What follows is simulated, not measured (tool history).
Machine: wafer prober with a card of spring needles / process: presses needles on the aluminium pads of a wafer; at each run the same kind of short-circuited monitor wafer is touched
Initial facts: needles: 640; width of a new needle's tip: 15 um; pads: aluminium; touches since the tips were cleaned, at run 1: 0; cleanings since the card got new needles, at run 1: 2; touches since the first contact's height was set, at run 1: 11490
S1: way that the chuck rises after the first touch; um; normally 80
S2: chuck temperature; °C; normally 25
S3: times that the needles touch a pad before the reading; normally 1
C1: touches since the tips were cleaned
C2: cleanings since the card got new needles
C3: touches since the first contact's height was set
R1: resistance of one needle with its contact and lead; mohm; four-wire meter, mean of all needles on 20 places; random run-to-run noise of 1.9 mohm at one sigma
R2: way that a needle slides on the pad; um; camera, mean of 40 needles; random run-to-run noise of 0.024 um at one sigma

| run | hour | S1 | S2 | S3 | C1 | C2 | C3 | R1 | R2 |
|---|---|---|---|---|---|---|---|---|---|
| 1 | 0 | 80 | 25 | 1 | 0 | 2 | 11490 | 201 | 18.34 |
|  | 9.6 | tips cleaned on abrasive film |
|  | 18.7 | tips cleaned on abrasive film |
| 2 | 19.9 | 80 | 25 | 1 | 699 | 4 | 23134 | 208 | 18.36 |
|  | 28.4 | tips cleaned on abrasive film |
|  | 36.7 | tips cleaned on abrasive film |
| 3 | 39 | 80 | 25 | 1 | 1393 | 6 | 34371 | 210 | 18.3 |
|  | 46.1 | tips cleaned on abrasive film |
| 4 | 54.1 | 80 | 25 | 1 | 4685 | 7 | 43197 | 214 | 18.32 |
|  | 56.1 | tips cleaned on abrasive film |
|  | 64.8 | tips cleaned on abrasive film |
|  | 74.5 | tips cleaned on abrasive film |
| 5 | 80.1 | 80 | 25 | 1 | 3345 | 10 | 58470 | 215 | 18.27 |
|  | 84.2 | tips cleaned on abrasive film |
|  | 93 | tips cleaned on abrasive film |
| 6 | 94.4 | 80 | 25 | 1 | 839 | 12 | 66817 | 205 | 18.19 |
|  | 101.6 | tips cleaned on abrasive film |
| 7 | 107.4 | 80 | 30 | 1 | 3405 | 13 | 74415 | 217 | 18.25 |
|  | 110.8 | tips cleaned on abrasive film |
|  | 120.2 | tips cleaned on abrasive film |
|  | 129.1 | tips cleaned on abrasive film |
| 8 | 131.5 | 80 | 40 | 1 | 1413 | 16 | 88500 | 211 | 18.18 |
|  | 136.6 | height of the first contact set anew |
|  | 138.6 | tips cleaned on abrasive film |
| 9 | 143.1 | 80 | 25 | 1 | 2626 | 17 | 3800 | 213 | 18.36 |
|  | 147.9 | tips cleaned on abrasive film |
|  | 156.4 | tips cleaned on abrasive film |
| 10 | 164.1 | 80 | 25 | 2 | 4562 | 19 | 16145 | 211 | 18.36 |
|  | 165.8 | tips cleaned on abrasive film |
|  | 174.4 | tips cleaned on abrasive film |
| 11 | 177.5 | 80 | 25 | 2 | 1869 | 21 | 23958 | 210 | 18.36 |
|  | 183.2 | tips cleaned on abrasive film |
|  | 191.4 | tips cleaned on abrasive film |
| 12 | 197.6 | 80 | 25 | 2 | 3640 | 23 | 35719 | 212 | 18.29 |
|  | 199.9 | tips cleaned on abrasive film |
|  | 208.3 | tips cleaned on abrasive film |
| 13 | 211.5 | 80 | 25 | 2 | 1859 | 25 | 43814 | 207 | 18.26 |
|  | 216.9 | tips cleaned on abrasive film |
|  | 225.8 | tips cleaned on abrasive film |
|  | 234.3 | tips cleaned on abrasive film |
| 14 | 237 | 80 | 25 | 2 | 1567 | 28 | 58759 | 206 | 18.25 |
|  | 243.7 | tips cleaned on abrasive film |
|  | 252.7 | tips cleaned on abrasive film |
| 15 | 252.7 | 80 | 47 | 1 | 0 | 30 | 67952 | 211 | 18.23 |
|  | 262.1 | tips cleaned on abrasive film |
|  | 270.8 | tips cleaned on abrasive film |
| 16 | 271.4 | 80 | 25 | 2 | 338 | 32 | 78871 | 204 | 18.19 |
|  | 279.4 | tips cleaned on abrasive film |
|  | 288.2 | tips cleaned on abrasive film |
|  | 293.3 | height of the first contact set anew |
|  | 296.9 | tips cleaned on abrasive film |
| 17 | 297.8 | 71 | 102 | 1 | 517 | 35 | 2583 | 227 | 16.34 |
|  | 305.4 | tips cleaned on abrasive film |
|  | 313.9 | tips cleaned on abrasive film |
| 18 | 317.5 | 62 | 101 | 1 | 2165 | 37 | 14160 | 230 | 14.23 |
|  | 322.3 | tips cleaned on abrasive film |
| 19 | 328.7 | 62 | 101 | 1 | 3811 | 38 | 20720 | 237 | 14.22 |
|  | 330.8 | tips cleaned on abrasive film |
|  | 339.8 | tips cleaned on abrasive film |
|  | 348.3 | tips cleaned on abrasive film |
| 20 | 351.8 | 71 | 101 | 1 | 2072 | 41 | 34226 | 229 | 16.25 |
|  | 357.6 | tips cleaned on abrasive film |
|  | 366.5 | tips cleaned on abrasive film |
|  | 374.6 | tips cleaned on abrasive film |
| 21 | 377.2 | 95 | 48 | 2 | 1550 | 44 | 49101 | 210 | 21.68 |
|  | 382.7 | tips cleaned on abrasive film |
|  | 391 | tips cleaned on abrasive film |
| 22 | 394 | 95 | 48 | 2 | 1761 | 46 | 58893 | 210 | 21.59 |
|  | 399.1 | tips cleaned on abrasive film |
|  | 407.5 | tips cleaned on abrasive film |
| 23 | 409.4 | 95 | 48 | 2 | 1147 | 48 | 67915 | 212 | 21.66 |
|  | 415.9 | tips cleaned on abrasive film |
|  | 424.1 | tips cleaned on abrasive film |
| 24 | 430.6 | 76 | 121 | 3 | 3877 | 50 | 80361 | 225 | 17.23 |
|  | 432.6 | tips cleaned on abrasive film |
|  | 440.8 | tips cleaned on abrasive film |
| 25 | 445 | 74 | 117 | 3 | 2498 | 52 | 88775 | 227 | 16.77 |
|  | 450.4 | tips cleaned on abrasive film |
|  | 450.7 | height of the first contact set anew |
|  | 459.2 | tips cleaned on abrasive film |
|  | 467.8 | tips cleaned on abrasive film |
| 26 | 470 | 74 | 117 | 3 | 1286 | 55 | 11315 | 229 | 16.97 |
|  | 476.3 | tips cleaned on abrasive film |
|  | 485.1 | tips cleaned on abrasive film |
| 27 | 486.4 | 89 | 36 | 3 | 779 | 57 | 20900 | 209 | 20.41 |
|  | 493.6 | tips cleaned on abrasive film |
| 28 | 501.2 | 85 | 112 | 2 | 4494 | 58 | 29628 | 230 | 19.47 |

4 options for the next run, each taken on its own from the tool as it stands now. Forecast them:
|  | 502.7 | tips cleaned on abrasive film |
|  | 511.3 | tips cleaned on abrasive film |
|  | 519.4 | tips cleaned on abrasive film |
| A | 521.3 | 85 | 87 | 2 | 1123 | 61 | 41344 | ? | ? |
|  | 502.7 | tips cleaned on abrasive film |
|  | 511.3 | tips cleaned on abrasive film |
|  | 519.4 | tips cleaned on abrasive film |
| B | 521.3 | 83 | 25 | 2 | 1123 | 61 | 41344 | ? | ? |
|  | 502.7 | tips cleaned on abrasive film |
|  | 511.3 | tips cleaned on abrasive film |
|  | 519.4 | tips cleaned on abrasive film |
| C | 521.3 | 85 | 28 | 1 | 1123 | 61 | 41344 | ? | ? |
|  | 502.7 | tips cleaned on abrasive film |
|  | 511.3 | tips cleaned on abrasive film |
|  | 519.4 | tips cleaned on abrasive film |
| D | 521.3 | 90 | 33 | 2 | 1123 | 61 | 41344 | ? | ? |

| run | R1 | R2 |
|---|---|---|
| A | 221 | 19.46 |
| B | 207 | 18.93 |
| C | 207 | 19.44 |
| D | 210 | 20.54 |
Without the tool's unlogged condition, the same runs would have read:
| run | R1 | R2 |
|---|---|---|
| A | 218 | 19.58 |
| B | 203 | 19.05 |
| C | 201 | 19.56 |
| D | 207 | 20.66 |
